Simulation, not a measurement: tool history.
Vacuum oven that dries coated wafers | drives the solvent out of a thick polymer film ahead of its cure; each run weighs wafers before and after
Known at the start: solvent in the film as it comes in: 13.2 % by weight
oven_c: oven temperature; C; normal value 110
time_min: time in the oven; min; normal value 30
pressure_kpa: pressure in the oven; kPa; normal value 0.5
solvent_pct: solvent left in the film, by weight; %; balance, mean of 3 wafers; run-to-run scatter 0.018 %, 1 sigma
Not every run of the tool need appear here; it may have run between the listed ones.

run   hour  oven_c  time_min  pressure_kpa  solvent_pct
  1      0     110        30           0.5         1.69
  2   11.2     110        30           0.5         1.73
  3   19.9     110        30          1.95         2.01
  4   31.5     112        30           0.5         1.32
  5   40.5     112        30           0.5         1.35
  6   47.2     112        30           0.5         1.34
  7   60.7     124        30           0.5         0.29
  8   74.3     110        30           0.5         1.64
  9   84.9     110        30           0.5         1.69
 10   94.3     110        30           0.5         1.68
 11  106.5     110        30           0.5         1.67
 12    114     110        30           0.5         1.68
 13  124.4     110        30           0.5         1.66
 14  138.5     110        30           0.5         1.68
 15  150.9     110        30           0.5         1.67
       154  -- oven's thermocouples calibrated
 16    166     124        50         0.784         0.15
 17  178.9     124        50         0.784         0.16
 18    189     124        50         0.784         0.16
 19  202.6     124        50         0.784         0.15
     208.3  -- oven's thermocouples calibrated, once more
 20  215.5      98        41           0.5         3.44
 21  223.3     107        15         1.972          5.4
 22  235.8     110        30         1.851         2.24
 23  242.4     110        27         0.574         2.28
 24  257.7      98        32         0.318         4.31
 25  270.9      98        51         0.497         2.62
 26  282.4     110        20         1.065         3.46
 27  292.2     110        20         1.065         3.48
 28  300.5     110        20         1.065         3.42
 29  315.5     110        17          1.34         4.09
 30  328.7     110        17          1.34         4.06

4 ways to go on from here, each from the tool as it stands after run 30. What would each give?
  A  341.3     124        30           0.5            ?
  B  341.3     120        22           0.5            ?
  C  341.3     107        54           0.5            ?
  D  341.3     121        30         0.534            ?

run  solvent_pct
  A         0.29
  B         1.14
  C         0.89
  D         0.47
The same runs, with their run-to-run variation unchanged, on a tool lacking any hidden condition would have given:
run  solvent_pct
  A         0.24
  B         1.09
  C         0.81
  D         0.42

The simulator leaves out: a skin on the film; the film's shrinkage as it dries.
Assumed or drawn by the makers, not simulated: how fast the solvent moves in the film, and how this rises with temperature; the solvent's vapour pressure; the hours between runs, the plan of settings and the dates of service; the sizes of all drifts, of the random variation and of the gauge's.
